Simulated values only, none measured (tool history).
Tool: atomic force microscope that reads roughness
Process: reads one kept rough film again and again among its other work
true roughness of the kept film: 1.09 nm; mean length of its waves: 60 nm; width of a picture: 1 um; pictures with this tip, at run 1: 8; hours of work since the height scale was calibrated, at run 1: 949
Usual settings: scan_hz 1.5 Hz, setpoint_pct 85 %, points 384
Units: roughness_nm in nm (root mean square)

| run | day | scan_hz | setpoint_pct | points | pictures with this tip | hours of work since the height scale was calibrated | roughness_nm |
|---|---|---|---|---|---|---|---|
| 1 | 0 | 1.5 | 85 | 384 | 8 | 949 | 0.949 |
| 2 | 1.225 | 1.5 | 85 | 384 | 60 | 967 | 0.927 |
|  | 1.517 | new tip fitted |
| 3 | 2.004 | 1.5 | 85 | 384 | 21 | 979 | 0.939 |
| 4 | 2.704 | 1.5 | 85 | 384 | 51 | 989 | 0.94 |
|  | 3.208 | new tip fitted |
| 5 | 4.183 | 1.5 | 85 | 506 | 42 | 1011 | 0.933 |
|  | 4.875 | new tip fitted |
| 6 | 4.875 | 1.5 | 85 | 506 | 0 | 1021 | 0.95 |
| 7 | 6.258 | 1.5 | 76 | 384 | 59 | 1041 | 0.975 |
|  | 6.504 | new tip fitted |
| 8 | 7.408 | 1.5 | 76 | 384 | 39 | 1058 | 0.973 |
|  | 8.188 | new tip fitted |
| 9 | 8.767 | 1.5 | 68 | 384 | 25 | 1078 | 0.999 |
|  | 9.812 | new tip fitted |
| 10 | 9.812 | 1.5 | 85 | 384 | 0 | 1093 | 0.942 |
| 11 | 10.754 | 0.96 | 85 | 384 | 41 | 1107 | 0.969 |
|  | 11.408 | new tip fitted |
| 12 | 11.762 | 0.96 | 85 | 384 | 15 | 1122 | 0.975 |
|  | 13.029 | new tip fitted |
| 13 | 13.171 | 0.96 | 85 | 384 | 6 | 1143 | 0.986 |
| 14 | 14.212 | 2.58 | 85 | 384 | 50 | 1158 | 0.855 |
|  | 14.746 | new tip fitted |
| 15 | 15.546 | 2.84 | 85 | 384 | 34 | 1178 | 0.859 |
|  | 16.479 | new tip fitted |
| 16 | 16.712 | 2.84 | 85 | 384 | 10 | 1195 | 0.866 |
| 17 | 17.792 | 0.8 | 85 | 384 | 57 | 1211 | 0.961 |
|  | 18.142 | new tip fitted |
| 18 | 19.317 | 0.8 | 85 | 384 | 50 | 1234 | 0.972 |
|  | 19.8 | new tip fitted |
| 19 | 20.562 | 1.2 | 85 | 384 | 33 | 1252 | 0.942 |
|  | 21.417 | new tip fitted |
| 20 | 22.067 | 1.2 | 85 | 384 | 27 | 1274 | 0.951 |
|  | 23.05 | new tip fitted |
| 21 | 23.408 | 1.2 | 85 | 384 | 15 | 1294 | 0.955 |
| 22 | 24.471 | 1.2 | 85 | 384 | 61 | 1310 | 0.943 |
|  | 24.721 | new tip fitted |
| 23 | 25.833 | 1.2 | 85 | 384 | 48 | 1330 | 0.936 |
|  | 26.342 | new tip fitted |
| 24 | 27.204 | 1.74 | 63 | 504 | 37 | 1350 | 0.998 |
|  | 28.008 | new tip fitted |
| 25 | 28.658 | 2.07 | 90 | 556 | 28 | 1371 | 0.875 |
| 26 | 29.421 | 1.5 | 89 | 860 | 61 | 1382 | 0.902 |
|  | 29.662 | new tip fitted |
| 27 | 30.221 | 1.5 | 85 | 823 | 23 | 1394 | 0.935 |
|  | 31.354 | new tip fitted |
| 28 | 31.5 | 1.5 | 85 | 823 | 7 | 1413 | 0.937 |
| 29 | 32.638 | 3.34 | 85 | 473 | 55 | 1430 | 0.82 |
|  | 33.042 | new tip fitted |
| 30 | 33.558 | 3.34 | 85 | 473 | 22 | 1443 | 0.831 |
|  | 34.717 | new tip fitted |
| 31 | 35.125 | 3.34 | 85 | 473 | 17 | 1466 | 0.826 |
|  | 36.4 | new tip fitted |
| 32 | 36.425 | 3.3 | 77 | 428 | 1 | 1485 | 0.901 |
| 33 | 37.671 | 1.01 | 66 | 801 | 55 | 1504 | 0.996 |
|  | 38.033 | new tip fitted |
|  | 38.617 | height scale calibrated on a step standard |
| 34 | 38.908 | 1.5 | 71 | 825 | 36 | 4 | 1.018 |
|  | 39.683 | new tip fitted |
| 35 | 40.529 | 1.5 | 71 | 825 | 36 | 28 | 1.015 |
|  | 41.379 | new tip fitted |
| 36 | 41.379 | 3.35 | 85 | 356 | 0 | 41 | 0.855 |
| 37 | 42.621 | 3.35 | 85 | 356 | 53 | 59 | 0.844 |
|  | 43.038 | new tip fitted |
| 38 | 43.496 | 3.35 | 85 | 356 | 20 | 72 | 0.849 |
|  | 44.767 | new tip fitted |
| 39 | 44.821 | 0.94 | 74 | 1011 | 2 | 91 | 1.039 |
| 40 | 45.467 | 3.78 | 78 | 340 | 30 | 101 | 0.891 |

Run 41 comes next. What will it give?
|  | 46.429 | new tip fitted |
| 41 | 47.05 | 3.78 | 78 | 340 | 27 | 124 | ? |

{"run 41": {"roughness_nm": 0.889}}
Without the tool's hidden state the same run would have given roughness_nm 0.898 nm (root mean square).
